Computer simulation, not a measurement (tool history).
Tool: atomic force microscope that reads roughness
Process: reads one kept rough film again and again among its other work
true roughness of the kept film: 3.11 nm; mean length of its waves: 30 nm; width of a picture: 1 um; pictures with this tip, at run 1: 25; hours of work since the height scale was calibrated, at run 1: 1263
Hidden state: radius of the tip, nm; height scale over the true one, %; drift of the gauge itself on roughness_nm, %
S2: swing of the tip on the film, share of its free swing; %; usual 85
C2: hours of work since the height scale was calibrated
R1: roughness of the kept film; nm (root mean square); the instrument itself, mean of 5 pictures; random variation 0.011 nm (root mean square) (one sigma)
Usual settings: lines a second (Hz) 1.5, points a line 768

run 1 day=0 | lines_a_second_(Hz)=1.5 S2=85 points_a_line=768 | pictures_with_this_tip=25 C2=1263 | R1=2.406
-- day=1.55 new tip fitted
run 2 day=2.258 | lines_a_second_(Hz)=1.5 S2=85 points_a_line=768 | pictures_with_this_tip=40 C2=1302 | R1=2.287
-- day=3.604 new tip fitted
run 3 day=4.492 | lines_a_second_(Hz)=1.5 S2=85 points_a_line=768 | pictures_with_this_tip=50 C2=1339 | R1=2.251
-- day=5.562 new tip fitted
run 4 day=6.267 | lines_a_second_(Hz)=1.5 S2=85 points_a_line=968 | pictures_with_this_tip=40 C2=1369 | R1=2.299
run 5 day=7.35 | lines_a_second_(Hz)=1.5 S2=68 points_a_line=968 | pictures_with_this_tip=101 C2=1388 | R1=2.246
-- day=7.471 new tip fitted
run 6 day=8.821 | lines_a_second_(Hz)=1.05 S2=68 points_a_line=968 | pictures_with_this_tip=76 C2=1413 | R1=2.386
-- day=9.354 new tip fitted
run 7 day=10.717 | lines_a_second_(Hz)=1.5 S2=85 points_a_line=394 | pictures_with_this_tip=76 C2=1445 | R1=2.145
-- day=11.242 new tip fitted
run 8 day=12.088 | lines_a_second_(Hz)=1.5 S2=65 points_a_line=768 | pictures_with_this_tip=47 C2=1468 | R1=2.511
-- day=13.129 new tip fitted
run 9 day=13.65 | lines_a_second_(Hz)=1.5 S2=65 points_a_line=768 | pictures_with_this_tip=29 C2=1494 | R1=2.593
-- day=15.158 new tip fitted
run 10 day=15.246 | lines_a_second_(Hz)=1.5 S2=65 points_a_line=768 | pictures_with_this_tip=5 C2=1521 | R1=2.7
-- day=17.096 new tip fitted
run 11 day=17.146 | lines_a_second_(Hz)=1.5 S2=70 points_a_line=768 | pictures_with_this_tip=3 C2=1553 | R1=2.633
run 12 day=18.617 | lines_a_second_(Hz)=1.5 S2=85 points_a_line=268 | pictures_with_this_tip=85 C2=1578 | R1=2.065
-- day=19.017 new tip fitted
run 13 day=20.238 | lines_a_second_(Hz)=1.5 S2=85 points_a_line=268 | pictures_with_this_tip=68 C2=1606 | R1=2.14
-- day=20.979 new tip fitted
run 14 day=21.321 | lines_a_second_(Hz)=1.5 S2=85 points_a_line=768 | pictures_with_this_tip=19 C2=1624 | R1=2.389
run 15 day=22.338 | lines_a_second_(Hz)=1.5 S2=85 points_a_line=810 | pictures_with_this_tip=77 C2=1641 | R1=2.129
-- day=22.892 new tip fitted
run 16 day=23.65 | lines_a_second_(Hz)=1.5 S2=85 points_a_line=1012 | pictures_with_this_tip=43 C2=1663 | R1=2.267
-- day=24.796 new tip fitted
run 17 day=25.492 | lines_a_second_(Hz)=1.5 S2=85 points_a_line=1012 | pictures_with_this_tip=39 C2=1695 | R1=2.322
run 18 day=26.433 | lines_a_second_(Hz)=0.64 S2=85 points_a_line=768 | pictures_with_this_tip=92 C2=1711 | R1=2.259
-- day=26.738 new tip fitted
run 19 day=28.096 | lines_a_second_(Hz)=0.64 S2=85 points_a_line=768 | pictures_with_this_tip=76 C2=1739 | R1=2.334
-- day=28.729 new tip fitted
run 20 day=29.604 | lines_a_second_(Hz)=0.64 S2=85 points_a_line=768 | pictures_with_this_tip=49 C2=1764 | R1=2.418
-- day=30.804 new tip fitted
run 21 day=31.846 | lines_a_second_(Hz)=1.5 S2=85 points_a_line=695 | pictures_with_this_tip=59 C2=1802 | R1=2.186
-- day=32.754 new tip fitted
run 22 day=33.321 | lines_a_second_(Hz)=1.5 S2=85 points_a_line=695 | pictures_with_this_tip=32 C2=1827 | R1=2.313
run 23 day=34.4 | lines_a_second_(Hz)=1.5 S2=85 points_a_line=467 | pictures_with_this_tip=93 C2=1845 | R1=2.057
-- day=34.767 new tip fitted
run 24 day=36.417 | lines_a_second_(Hz)=1.5 S2=85 points_a_line=467 | pictures_with_this_tip=93 C2=1880 | R1=2.089
-- day=36.704 new tip fitted
run 25 day=38.062 | lines_a_second_(Hz)=1.5 S2=85 points_a_line=467 | pictures_with_this_tip=77 C2=1907 | R1=2.108
-- day=38.625 new tip fitted
run 26 day=39.471 | lines_a_second_(Hz)=1.5 S2=85 points_a_line=467 | pictures_with_this_tip=48 C2=1931 | R1=2.254
-- day=40.571 new tip fitted
run 27 day=41.446 | lines_a_second_(Hz)=1.5 S2=85 points_a_line=467 | pictures_with_this_tip=50 C2=1965 | R1=2.241
-- day=42.458 new tip fitted
run 28 day=42.812 | lines_a_second_(Hz)=1.28 S2=81 points_a_line=815 | pictures_with_this_tip=21 C2=1988 | R1=2.46
run 29 day=43.808 | lines_a_second_(Hz)=2.56 S2=62 points_a_line=514 | pictures_with_this_tip=77 C2=2005 | R1=2.301
-- day=44.425 new tip fitted
run 30 day=45.529 | lines_a_second_(Hz)=3.84 S2=55 points_a_line=408 | pictures_with_this_tip=62 C2=2034 | R1=2.362
-- day=46.312 new tip fitted
run 31 day=46.692 | lines_a_second_(Hz)=3.84 S2=55 points_a_line=408 | pictures_with_this_tip=22 C2=2053 | R1=2.541
-- day=48.308 new tip fitted
run 32 day=48.404 | lines_a_second_(Hz)=3.17 S2=58 points_a_line=470 | pictures_with_this_tip=6 C2=2082 | R1=2.611
-- day=48.554 height scale calibrated on a step standard
run 33 day=49.392 | lines_a_second_(Hz)=1.84 S2=78 points_a_line=768 | pictures_with_this_tip=59 C2=14 | R1=2.195
-- day=50.254 new tip fitted
run 34 day=51.575 | lines_a_second_(Hz)=2.76 S2=67 points_a_line=1017 | pictures_with_this_tip=75 C2=51 | R1=2.188
-- day=52.008 height scale calibrated on a step standard, once more
-- day=52.196 new tip fitted
run 35 day=53.138 | lines_a_second_(Hz)=1.5 S2=84 points_a_line=517 | pictures_with_this_tip=53 C2=19 | R1=2.267
-- day=54.142 new tip fitted
run 36 day=54.662 | lines_a_second_(Hz)=2.23 S2=85 points_a_line=768 | pictures_with_this_tip=29 C2=45 | R1=2.237
-- day=56.117 new tip fitted
run 37 day=56.442 | lines_a_second_(Hz)=3.86 S2=85 points_a_line=841 | pictures_with_this_tip=18 C2=75 | R1=1.964
run 38 day=57.804 | lines_a_second_(Hz)=1.5 S2=85 points_a_line=392 | pictures_with_this_tip=95 C2=98 | R1=2.081
-- day=58.029 new tip fitted
run 39 day=59.771 | lines_a_second_(Hz)=1.5 S2=85 points_a_line=392 | pictures_with_this_tip=98 C2=131 | R1=2.063
-- day=59.925 new tip fitted
run 40 day=60.767 | lines_a_second_(Hz)=1.5 S2=85 points_a_line=392 | pictures_with_this_tip=47 C2=148 | R1=2.275
-- day=61.938 new tip fitted
run 41 day=62.096 | lines_a_second_(Hz)=2.72 S2=73 points_a_line=789 | pictures_with_this_tip=9 C2=170 | R1=2.467
run 42 day=63.171 | lines_a_second_(Hz)=3 S2=57 points_a_line=789 | pictures_with_this_tip=69 C2=189 | R1=2.397
-- day=63.829 new tip fitted
run 43 day=64.675 | lines_a_second_(Hz)=3 S2=57 points_a_line=789 | pictures_with_this_tip=48 C2=214 | R1=2.488
-- day=65.754 new tip fitted
run 44 day=65.754 | lines_a_second_(Hz)=2.55 S2=65 points_a_line=477 | pictures_with_this_tip=0 C2=232 | R1=2.658
run 45 day=66.938 | lines_a_second_(Hz)=2.55 S2=65 points_a_line=477 | pictures_with_this_tip=66 C2=252 | R1=2.326
-- day=67.7 new tip fitted
run 46 day=68.704 | lines_a_second_(Hz)=3.41 S2=58 points_a_line=768 | pictures_with_this_tip=57 C2=282 | R1=2.389
-- day=69.675 new tip fitted
run 47 day=70.162 | lines_a_second_(Hz)=3.41 S2=58 points_a_line=768 | pictures_with_this_tip=27 C2=307 | R1=2.506
-- day=71.608 new tip fitted
run 48 day=72.212 | lines_a_second_(Hz)=1.5 S2=71 points_a_line=768 | pictures_with_this_tip=34 C2=342 | R1=2.513
run 49 day=73.175 | lines_a_second_(Hz)=1.5 S2=74 points_a_line=624 | pictures_with_this_tip=88 C2=358 | R1=2.257
-- day=73.575 new tip fitted
run 50 day=74.129 | lines_a_second_(Hz)=3.12 S2=83 points_a_line=860 | pictures_with_this_tip=31 C2=374 | R1=2.094
run 51 day=75.238 | lines_a_second_(Hz)=1.68 S2=56 points_a_line=768 | pictures_with_this_tip=94 C2=393 | R1=2.332

Measured less the same run without the tool's hidden state. The same run-to-run variation is in both; the gauge's scatter may not be:
run=1 R1=-0.11
run=2 R1=-0.233
run=3 R1=-0.254
run=4 R1=-0.204
run=5 R1=-0.497
run=6 R1=-0.392
run=7 R1=-0.346
run=8 R1=-0.237
run=9 R1=-0.173
run=10 R1=-0.065
run=11 R1=-0.069
run=12 R1=-0.409
run=13 R1=-0.317
run=14 R1=-0.111
run=15 R1=-0.376
run=16 R1=-0.248
run=17 R1=-0.203
run=18 R1=-0.46
run=19 R1=-0.375
run=20 R1=-0.298
run=21 R1=-0.323
run=22 R1=-0.177
run=23 R1=-0.445
run=24 R1=-0.4
run=25 R1=-0.4
run=26 R1=-0.239
run=27 R1=-0.243
run=28 R1=-0.136
run=29 R1=-0.393
run=30 R1=-0.327
run=31 R1=-0.156
run=32 R1=-0.083
run=33 R1=-0.343
run=34 R1=-0.415
run=35 R1=-0.268
run=36 R1=-0.12
run=37 R1=-0.087
run=38 R1=-0.394
run=39 R1=-0.417
run=40 R1=-0.222
run=41 R1=-0.052
run=42 R1=-0.328
run=43 R1=-0.25
run=44 R1=-0.002
run=45 R1=-0.333
run=46 R1=-0.3
run=47 R1=-0.16
run=48 R1=-0.176
run=49 R1=-0.396
run=50 R1=-0.132
run=51 R1=-0.467

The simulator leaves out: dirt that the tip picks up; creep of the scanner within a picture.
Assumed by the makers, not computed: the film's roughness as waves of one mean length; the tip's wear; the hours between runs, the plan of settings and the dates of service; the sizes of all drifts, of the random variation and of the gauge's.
